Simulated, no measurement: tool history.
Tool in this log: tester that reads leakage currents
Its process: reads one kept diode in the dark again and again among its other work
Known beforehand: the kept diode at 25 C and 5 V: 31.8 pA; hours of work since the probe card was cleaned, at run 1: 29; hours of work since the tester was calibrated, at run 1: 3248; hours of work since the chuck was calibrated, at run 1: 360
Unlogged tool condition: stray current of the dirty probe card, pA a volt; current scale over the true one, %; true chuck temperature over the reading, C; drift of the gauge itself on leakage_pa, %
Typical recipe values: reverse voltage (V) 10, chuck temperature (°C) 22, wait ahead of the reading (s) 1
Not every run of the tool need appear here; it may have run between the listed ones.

| run | day | reverse voltage (V) | chuck temperature (°C) | wait ahead of the reading (s) | hours of work since the probe card was cleaned | hours of work since the tester was calibrated | hours of work since the chuck was calibrated | current that the tester gives (pA) |
|---|---|---|---|---|---|---|---|---|
| 1 | 0 | 10 | 22 | 1 | 29 | 3248 | 360 | 33.76 |
| 2 | 2.629 | 10 | 24 | 1 | 77 | 3296 | 408 | 39.87 |
| 3 | 7.946 | 10 | 24 | 1 | 175 | 3394 | 505 | 40.94 |
| 4 | 11.979 | 2.4 | 22 | 1 | 248 | 3467 | 579 | 20.78 |
| 5 | 15.854 | 10 | 22 | 4.74 | 319 | 3538 | 650 | 34.15 |
| 6 | 20.512 | 10 | 22 | 4.74 | 404 | 3623 | 735 | 34.97 |
| 7 | 24.046 | 10 | 22 | 4.74 | 469 | 3688 | 800 | 35.48 |
| 8 | 28.25 | 10 | 22 | 4.74 | 546 | 3765 | 876 | 35.97 |
|  | 28.596 | tester calibrated |
| 9 | 31.221 | 7.7 | 22 | 1 | 599 | 48 | 929 | 34.16 |
| 10 | 36.529 | 10 | 22 | 8.25 | 696 | 145 | 1026 | 37.25 |
| 11 | 39.288 | 10 | 22 | 1 | 746 | 195 | 1077 | 39.47 |
| 12 | 42.488 | 10 | 31 | 1 | 805 | 254 | 1135 | 79.42 |
|  | 42.842 | chuck's temperature calibrated |
| 13 | 46.35 | 10 | 22 | 1 | 874 | 323 | 64 | 39.19 |
|  | 47.85 | tester calibrated, once more |
| 14 | 52.7 | 10 | 22 | 0.43 | 988 | 89 | 179 | 42.45 |
| 15 | 55.958 | 15.1 | 21 | 0.58 | 1048 | 148 | 238 | 48.43 |
| 16 | 61.088 | 15.1 | 29 | 1.61 | 1142 | 242 | 332 | 79.76 |
| 17 | 67.375 | 15.1 | 29 | 1.61 | 1257 | 357 | 447 | 80.56 |

What does the tool deliver on the next run?
| 18 | 70.533 | 15.1 | 29 | 1.61 | 1314 | 415 | 505 | ? |

Run 18 came out at current that the tester gives (pA) 81.9.
With the hidden condition absent and the run-to-run variation left alone, this run would have shown current that the tester gives (pA) 66.97.
